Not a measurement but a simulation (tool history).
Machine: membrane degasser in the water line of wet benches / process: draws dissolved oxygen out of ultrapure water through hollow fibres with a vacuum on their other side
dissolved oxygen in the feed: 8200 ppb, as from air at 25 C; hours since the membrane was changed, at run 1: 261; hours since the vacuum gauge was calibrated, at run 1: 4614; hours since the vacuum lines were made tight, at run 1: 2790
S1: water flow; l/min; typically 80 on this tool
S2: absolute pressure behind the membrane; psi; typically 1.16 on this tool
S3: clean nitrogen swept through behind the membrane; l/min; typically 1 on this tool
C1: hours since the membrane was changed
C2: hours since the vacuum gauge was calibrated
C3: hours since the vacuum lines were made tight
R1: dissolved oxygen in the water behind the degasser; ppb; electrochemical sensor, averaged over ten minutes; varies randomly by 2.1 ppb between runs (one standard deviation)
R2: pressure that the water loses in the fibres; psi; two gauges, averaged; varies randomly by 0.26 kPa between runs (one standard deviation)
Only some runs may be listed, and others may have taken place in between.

run,day,S1,S2,S3,C1,C2,C3,R1,R2
1,0,80,1.16,1,261,4614,2790,639.8,9.976
2,2.554,80,1.738,1,322,4675,2851,1090.9,10.012
3,5.425,80,1.738,1,391,4744,2920,1094.5,9.989
4,7.454,80,1.738,1,440,4793,2969,1099.8,10.066
5,9.196,80,1.738,1,482,4835,3010,1097.4,10
6,11.296,80,1.16,1,532,4885,3061,644.4,10.028
7,12.808,80,1.16,1,568,4921,3097,646.9,10.024
8,14.992,80,1.16,1,621,4974,3149,642.4,10.015
9,16.925,80,1.16,1,667,5020,3196,644.8,10.145
10,19.221,80,1.16,1,722,5075,3251,643.5,10.116
11,22.158,80,1.16,1,793,5146,3321,641.8,10.042
# day 22.55: vacuum gauge calibrated
12,24.792,80,1.16,1,855,54,3384,606.1,10.028
13,26.829,80,1.16,1,904,103,3433,607.7,10.115
14,28.621,80,1.16,1,947,146,3476,608.5,10.053
15,30.929,64,1.16,1,1003,201,3531,525.3,8.044
16,33.225,69,1.16,1.86,1058,256,3587,350.5,8.744
17,35.971,98,1.141,1,1124,322,3652,672.9,12.301
18,39.1,98,1.271,1.25,1199,397,3728,693.3,12.466
19,41.604,60,0.831,0.92,1259,457,3788,286.6,7.607
20,43.95,60,0.831,0.41,1315,514,3844,467.1,7.601
21,46.904,87,1.778,1,1386,584,3915,1160.2,10.958
22,48.675,80,1.495,1,1428,627,3957,880.7,10.082

Expected results for the next run?
23,51.583,80,0.731,0.4,1498,697,4027,?,?

R1: 398.3 ppb
R2: 10.034 psi
The same run, on a tool lacking any hidden state, would have yielded R1 399.6 ppb, R2 9.952 psi.
